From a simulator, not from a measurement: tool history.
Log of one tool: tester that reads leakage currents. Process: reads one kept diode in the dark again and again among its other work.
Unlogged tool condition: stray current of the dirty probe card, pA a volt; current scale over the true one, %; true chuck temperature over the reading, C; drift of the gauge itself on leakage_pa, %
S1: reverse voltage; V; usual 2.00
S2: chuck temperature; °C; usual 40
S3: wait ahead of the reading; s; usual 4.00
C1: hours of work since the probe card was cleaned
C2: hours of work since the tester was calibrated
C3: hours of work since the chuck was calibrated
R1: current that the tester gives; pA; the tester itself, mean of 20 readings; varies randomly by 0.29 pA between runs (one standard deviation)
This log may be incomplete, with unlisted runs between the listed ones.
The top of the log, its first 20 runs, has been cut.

run	day	S1	S2	S3	C1	C2	C3	R1
21	106.083	1.95	23	5.35	1140	1235	62	28.88
22	112.408	1.95	23	5.35	1207	1301	128	28.51
23	116.692	1.40	57	0.35	1252	1347	174	258.94
24	123.375	6.77	28	4.00	1323	1417	244	61.33
25	126.342	15.40	46	9.35	1354	1448	275	266.07
26	130.579	6.02	22	2.38	1399	1493	320	38.34
27	134.092	19.46	22	0.49	1436	1530	357	68.32
28	140.121	19.46	22	0.49	1499	1594	421	68.39
29	145.529	16.28	59	4.00	1556	1651	478	598.57
30	149.375	2.00	40	2.37	1597	1691	518	93.64
31	154.325	1.19	58	2.31	1649	1743	570	254.72
32	158.558	14.44	42	8.65	1694	1788	615	197.56
33	164.054	6.31	24	3.04	1752	1846	673	44.59
34	167.942	15.91	51	3.04	1793	1887	714	364.79
35	172.383	9.18	40	9.62	1840	1934	761	147.86

4 ways to go on from here, each from the tool as it stands after run 35. What would each give?
A	179.150	9.18	57	9.62	1911	2005	832	?
B	179.150	2.00	40	3.29	1911	2005	832	?
C	179.150	9.18	22	0.41	1911	2005	832	?
D	179.150	9.18	40	2.72	1911	2005	832	?

run	R1
A	437.05
B	92.41
C	49.43
D	149.26
With no hidden state in the tool, these same runs would have given:
run	R1
A	456.18
B	96.73
C	48.47
D	153.85

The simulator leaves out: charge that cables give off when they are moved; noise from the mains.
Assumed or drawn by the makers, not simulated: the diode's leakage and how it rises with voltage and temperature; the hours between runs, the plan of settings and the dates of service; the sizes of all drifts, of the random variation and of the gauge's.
